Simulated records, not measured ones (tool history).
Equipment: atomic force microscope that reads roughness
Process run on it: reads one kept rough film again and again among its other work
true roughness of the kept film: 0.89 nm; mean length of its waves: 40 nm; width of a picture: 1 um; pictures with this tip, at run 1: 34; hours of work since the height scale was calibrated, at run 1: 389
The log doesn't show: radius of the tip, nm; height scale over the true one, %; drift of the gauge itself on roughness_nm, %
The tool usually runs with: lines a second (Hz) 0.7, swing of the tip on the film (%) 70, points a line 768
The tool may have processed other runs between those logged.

run,hour,lines a second (Hz),swing of the tip on the film (%),points a line,pictures with this tip,hours of work since the height scale was calibrated,roughness of the kept film (nm (root mean square))
1,0,0.7,70,768,34,389,0.832
2,27.1,0.7,63,768,88,408,0.835
3,69.1,0.7,63,768,172,438,0.826
4,124,0.7,63,768,281,477,0.812
# hour 168.4: new tip fitted
5,178.1,0.7,63,768,20,515,0.838
6,227.6,0.7,63,768,118,550,0.833
7,274.4,0.7,63,768,212,584,0.817
8,298.6,0.7,70,768,260,601,0.793
9,327.9,0.7,70,768,319,622,0.784
# hour 351.2: new tip fitted
10,369.6,3.518,70,768,37,651,0.697
11,424.8,0.7,70,531,147,690,0.803
12,458.1,0.7,70,531,214,714,0.801
13,482.9,0.7,70,715,264,731,0.79
14,510.6,0.7,70,328,319,751,0.794
# hour 533.3: new tip fitted
15,550.6,0.7,70,886,35,779,0.824
16,581.8,0.7,70,768,97,801,0.816
17,607.1,0.7,70,768,148,819,0.809
18,635.4,0.7,70,768,204,839,0.806
# hour 639.4: height scale calibrated on a step standard
19,664,0.7,70,768,259,17,0.792
20,698.9,2.152,70,634,329,42,0.723
# hour 716.8: new tip fitted
21,755.5,0.608,57,499,77,82,0.843
22,784.1,0.608,57,499,134,102,0.833
# hour 828.6: height scale calibrated on a step standard, once more
23,835.5,2.378,60,348,235,5,0.781
24,860.2,2.378,60,348,285,22,0.761
# hour 901.2: new tip fitted
25,918.1,1.84,67,348,34,63,0.788
26,957.5,1.84,67,348,113,91,0.779
27,1015.6,1.84,67,348,229,132,0.756
28,1049,0.769,67,348,296,156,0.795
# hour 1085.8: new tip fitted
29,1096.6,3.725,56,609,22,190,0.787
30,1145.9,3.725,56,609,120,225,0.773
31,1170.3,1.552,70,768,169,242,0.777
32,1221.4,1.66,66,664,271,278,0.777
# hour 1270.8: new tip fitted
33,1270.8,1.66,66,631,0,313,0.798
34,1308.3,2.086,66,414,75,340,0.783
35,1355.2,2.807,73,768,169,373,0.703
36,1386.6,0.7,63,301,231,395,0.81
37,1423.4,0.7,81,301,305,422,0.763

Pick out some run-to-run changes in roughness of the kept film (nm (root mean square)). Of each, how much would a tool without hidden state show as well, from the settings, what came in and chance, and how much is left for the hidden state and any gauge scatter not in both results compared?
Run 4 -> 5: new tip fitted. roughness of the kept film (nm (root mean square)) +0.026: hidden state +0.034, all else -0.008.
Run 9 -> 10: lines a second (Hz) 0.7 -> 3.518, new tip fitted. roughness of the kept film (nm (root mean square)) -0.087: hidden state +0.038, all else -0.125.
Run 10 -> 11: lines a second (Hz) 3.518 -> 0.7, points a line 768 -> 531. roughness of the kept film (nm (root mean square)) +0.106: hidden state -0.017, all else +0.123.
Run 14 -> 15: points a line 328 -> 886, new tip fitted. roughness of the kept film (nm (root mean square)) +0.03: hidden state +0.035, all else -0.005.
Run 20 -> 21: lines a second (Hz) 2.152 -> 0.608, swing of the tip on the film (%) 70 -> 57, points a line 634 -> 499, new tip fitted. roughness of the kept film (nm (root mean square)) +0.12: hidden state +0.027, all else +0.093.
Run 35 -> 36: lines a second (Hz) 2.807 -> 0.7, swing of the tip on the film (%) 73 -> 63, points a line 768 -> 301. roughness of the kept film (nm (root mean square)) +0.107: hidden state -0.012, all else +0.119.
